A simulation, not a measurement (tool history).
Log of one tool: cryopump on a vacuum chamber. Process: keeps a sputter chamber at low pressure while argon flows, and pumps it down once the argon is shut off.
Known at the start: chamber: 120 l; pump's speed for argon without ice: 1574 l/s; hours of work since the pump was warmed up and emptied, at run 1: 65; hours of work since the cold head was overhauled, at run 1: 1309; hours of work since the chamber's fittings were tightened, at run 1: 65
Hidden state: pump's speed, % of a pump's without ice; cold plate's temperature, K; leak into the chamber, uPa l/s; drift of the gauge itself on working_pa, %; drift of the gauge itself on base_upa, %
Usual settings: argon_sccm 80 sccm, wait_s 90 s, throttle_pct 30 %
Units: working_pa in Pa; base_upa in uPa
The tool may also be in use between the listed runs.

| run | hour | argon_sccm | wait_s | throttle_pct | hours of work since the pump was warmed up and emptied | hours of work since the cold head was overhauled | hours of work since the chamber's fittings were tightened | working_pa | base_upa |
|---|---|---|---|---|---|---|---|---|---|
| 1 | 0.0 | 80 | 90 | 30 | 65 | 1309 | 65 | 0.2933 | 0.53 |
| 2 | 25.0 | 80 | 90 | 30 | 83 | 1327 | 83 | 0.2932 | 0.65 |
| 3 | 71.1 | 80 | 90 | 18 | 117 | 1360 | 117 | 0.4892 | 0.63 |
| 4 | 120.9 | 80 | 90 | 18 | 153 | 1397 | 153 | 0.4915 | 0.69 |
| 5 | 157.4 | 80 | 90 | 18 | 180 | 1423 | 180 | 0.4946 | 0.76 |
| 6 | 212.1 | 80 | 90 | 18 | 220 | 1463 | 220 | 0.4971 | 0.83 |
| 7 | 269.7 | 80 | 90 | 18 | 262 | 1505 | 262 | 0.5077 | 0.91 |
| 8 | 294.7 | 80 | 90 | 18 | 280 | 1523 | 280 | 0.5095 | 0.97 |
| 9 | 329.4 | 80 | 90 | 18 | 305 | 1549 | 305 | 0.5133 | 0.98 |
| 10 | 355.7 | 80 | 90 | 30 | 324 | 1568 | 324 | 0.3238 | 1.03 |
| 11 | 411.8 | 80 | 90 | 30 | 365 | 1609 | 365 | 0.3350 | 1.19 |
|  | 424.2 | pump warmed up, emptied and cooled again |
| 12 | 472.5 | 80 | 90 | 30 | 35 | 1649 | 406 | 0.2919 | 0.93 |
| 13 | 519.1 | 80 | 90 | 30 | 69 | 1683 | 440 | 0.2942 | 0.98 |
| 14 | 573.8 | 80 | 90 | 30 | 109 | 1723 | 479 | 0.2983 | 1.12 |
| 15 | 627.4 | 80 | 90 | 30 | 148 | 1762 | 519 | 0.3043 | 1.17 |
| 16 | 663.3 | 80 | 184 | 30 | 174 | 1788 | 545 | 0.3057 | 1.09 |
| 17 | 694.2 | 80 | 184 | 30 | 197 | 1811 | 567 | 0.3083 | 1.17 |
| 18 | 732.8 | 80 | 92 | 48 | 225 | 1839 | 595 | 0.2072 | 1.34 |
| 19 | 782.3 | 121 | 20 | 45 | 261 | 1875 | 631 | 0.3355 | 2.30 |
| 20 | 807.9 | 121 | 20 | 45 | 279 | 1893 | 650 | 0.3407 | 2.32 |
| 21 | 844.8 | 121 | 20 | 45 | 306 | 1920 | 677 | 0.3463 | 2.36 |
| 22 | 885.0 | 138 | 52 | 21 | 336 | 1950 | 706 | 0.7793 | 1.83 |
|  | 938.8 | pump warmed up, emptied and cooled again |
| 23 | 938.8 | 138 | 52 | 21 | 0 | 1985 | 742 | 0.7057 | 1.44 |
| 24 | 972.6 | 138 | 52 | 21 | 25 | 2010 | 766 | 0.7137 | 1.44 |
| 25 | 1013.3 | 69 | 74 | 26 | 54 | 2039 | 796 | 0.2921 | 1.37 |
| 26 | 1046.9 | 69 | 74 | 26 | 79 | 2064 | 820 | 0.2918 | 1.48 |
| 27 | 1105.6 | 69 | 74 | 26 | 121 | 2107 | 863 | 0.2988 | 1.58 |
| 28 | 1133.5 | 69 | 74 | 26 | 142 | 2127 | 883 | 0.2975 | 1.64 |
| 29 | 1182.4 | 69 | 74 | 26 | 177 | 2163 | 919 | 0.2993 | 1.77 |
| 30 | 1209.6 | 99 | 38 | 48 | 197 | 2182 | 939 | 0.2483 | 2.11 |
| 31 | 1248.0 | 106 | 38 | 43 | 225 | 2210 | 967 | 0.2977 | 2.08 |
| 32 | 1306.3 | 33 | 109 | 32 | 268 | 2253 | 1009 | 0.1246 | 1.93 |
| 33 | 1337.4 | 33 | 173 | 45 | 290 | 2275 | 1032 | 0.0937 | 1.91 |

Forecast each of these 5 alternatives for the next run:
| A | 1389.9 | 80 | 33 | 30 | 329 | 2314 | 1070 | ? | ? |
| B | 1389.9 | 101 | 90 | 30 | 329 | 2314 | 1070 | ? | ? |
| C | 1389.9 | 80 | 54 | 30 | 329 | 2314 | 1070 | ? | ? |
| D | 1389.9 | 34 | 53 | 21 | 329 | 2314 | 1070 | ? | ? |
| E | 1389.9 | 66 | 37 | 30 | 329 | 2314 | 1070 | ? | ? |

| run | working_pa | base_upa |
|---|---|---|
| A | 0.3286 | 2.56 |
| B | 0.4116 | 2.19 |
| C | 0.3296 | 2.38 |
| D | 0.1900 | 2.32 |
| E | 0.2696 | 2.63 |
Without the tool's hidden state the same runs would have given:
| run | working_pa | base_upa |
|---|---|---|
| A | 0.2868 | 0.80 |
| B | 0.3591 | 0.41 |
| C | 0.2876 | 0.60 |
| D | 0.1724 | 0.57 |
| E | 0.2353 | 0.81 |
